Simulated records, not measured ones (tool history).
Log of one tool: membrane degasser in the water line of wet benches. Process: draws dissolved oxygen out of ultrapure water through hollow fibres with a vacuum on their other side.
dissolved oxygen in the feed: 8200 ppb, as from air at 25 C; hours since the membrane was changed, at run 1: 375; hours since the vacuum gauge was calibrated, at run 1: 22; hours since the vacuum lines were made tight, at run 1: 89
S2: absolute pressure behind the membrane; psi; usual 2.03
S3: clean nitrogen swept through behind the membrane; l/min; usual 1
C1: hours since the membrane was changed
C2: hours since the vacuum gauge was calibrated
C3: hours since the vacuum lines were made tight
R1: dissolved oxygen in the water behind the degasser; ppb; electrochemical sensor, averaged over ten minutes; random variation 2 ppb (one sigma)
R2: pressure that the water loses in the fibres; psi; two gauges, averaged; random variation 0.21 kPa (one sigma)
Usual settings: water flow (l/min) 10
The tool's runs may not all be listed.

run 1 hour=0 | water_flow_(l/min)=10 S2=2.03 S3=1 | C1=375 C2=22 C3=89 | R1=256.3 R2=6.821
run 2 hour=47.8 | water_flow_(l/min)=10 S2=2.03 S3=1 | C1=423 C2=70 C3=137 | R1=252.9 R2=6.862
run 3 hour=106.2 | water_flow_(l/min)=10 S2=2.03 S3=1 | C1=482 C2=128 C3=196 | R1=253.2 R2=6.827
run 4 hour=159.4 | water_flow_(l/min)=10 S2=2.03 S3=1 | C1=535 C2=181 C3=249 | R1=254.9 R2=6.791
run 5 hour=204.6 | water_flow_(l/min)=10 S2=2.03 S3=1 | C1=580 C2=227 C3=294 | R1=253.7 R2=6.937
run 6 hour=231.5 | water_flow_(l/min)=10 S2=2.03 S3=1 | C1=607 C2=254 C3=321 | R1=252.6 R2=6.791
run 7 hour=279 | water_flow_(l/min)=7 S2=2.03 S3=1 | C1=655 C2=301 C3=368 | R1=183.1 R2=4.796
run 8 hour=324.2 | water_flow_(l/min)=7 S2=2.03 S3=1 | C1=700 C2=346 C3=414 | R1=182.1 R2=4.828
run 9 hour=380.1 | water_flow_(l/min)=7 S2=4.06 S3=1 | C1=756 C2=402 C3=469 | R1=403.8 R2=4.804
run 10 hour=408.4 | water_flow_(l/min)=10 S2=2.03 S3=1 | C1=784 C2=430 C3=498 | R1=256.1 R2=6.844
run 11 hour=454.3 | water_flow_(l/min)=10 S2=2.03 S3=1 | C1=830 C2=476 C3=544 | R1=252.8 R2=6.846
run 12 hour=506.4 | water_flow_(l/min)=10 S2=2.03 S3=1 | C1=882 C2=528 C3=596 | R1=253.2 R2=6.875
run 13 hour=554.7 | water_flow_(l/min)=10 S2=2.03 S3=1 | C1=930 C2=577 C3=644 | R1=253 R2=6.901
run 14 hour=582.7 | water_flow_(l/min)=11 S2=2.03 S3=1 | C1=958 C2=605 C3=672 | R1=280.2 R2=7.525
run 15 hour=617.6 | water_flow_(l/min)=7 S2=1.77 S3=1 | C1=993 C2=640 C3=707 | R1=150.9 R2=4.84
run 16 hour=655.7 | water_flow_(l/min)=7 S2=1.77 S3=1 | C1=1031 C2=678 C3=745 | R1=150.6 R2=4.827
run 17 hour=706.7 | water_flow_(l/min)=7 S2=1.77 S3=1 | C1=1082 C2=729 C3=796 | R1=150 R2=4.833
run 18 hour=758.1 | water_flow_(l/min)=7 S2=2.03 S3=0.55 | C1=1134 C2=780 C3=847 | R1=311.4 R2=4.818
run 19 hour=785.9 | water_flow_(l/min)=6 S2=2.2 S3=1.5 | C1=1161 C2=808 C3=875 | R1=119.7 R2=4.121
run 20 hour=822.1 | water_flow_(l/min)=10 S2=1.46 S3=1.07 | C1=1198 C2=844 C3=911 | R1=156.1 R2=6.904
run 21 hour=848.9 | water_flow_(l/min)=10 S2=1.78 S3=1.48 | C1=1224 C2=871 C3=938 | R1=150.5 R2=6.897
run 22 hour=874.8 | water_flow_(l/min)=10 S2=1.78 S3=1.48 | C1=1250 C2=897 C3=964 | R1=147.9 R2=6.952
run 23 hour=911.1 | water_flow_(l/min)=13 S2=3.44 S3=0.59 | C1=1287 C2=933 C3=1001 | R1=925.2 R2=8.891
run 24 hour=967.3 | water_flow_(l/min)=13 S2=3.44 S3=0.59 | C1=1343 C2=989 C3=1057 | R1=904.6 R2=8.898
run 25 hour=1005 | water_flow_(l/min)=13 S2=3.44 S3=0.59 | C1=1381 C2=1027 C3=1094 | R1=920.3 R2=8.973
run 26 hour=1057.3 | water_flow_(l/min)=13 S2=3.79 S3=0.56 | C1=1433 C2=1079 C3=1147 | R1=1052.1 R2=8.963
run 27 hour=1103.4 | water_flow_(l/min)=11 S2=1.48 S3=1.3 | C1=1479 C2=1125 C3=1193 | R1=147.5 R2=7.628

Some steps in R2 between neighbouring runs. How much of each would the tool show without its hidden state too (settings, what came in, random variation), and how much is left for the hidden state, with any gauge scatter that isn't in both results?
The hidden state here: membrane still open, %; true pressure behind the membrane over the reading, kPa; air that leaks in behind the membrane, l/min; drift of the gauge itself on oxygen_ppb, %; drift of the gauge itself on loss_of_pressure_kpa, %.
Run 14 -> 15: water flow (l/min) 11 -> 7, S2 2.03 -> 1.77. R2 -2.685 psi: hidden state -0.019, all else -2.666.
Run 19 -> 20: water flow (l/min) 6 -> 10, S2 2.2 -> 1.46, S3 1.5 -> 1.07. R2 +2.783 psi: hidden state +0.032, all else +2.751.
Run 22 -> 23: water flow (l/min) 10 -> 13, S2 1.78 -> 3.44, S3 1.48 -> 0.59. R2 +1.939 psi: hidden state +0.028, all else +1.912.
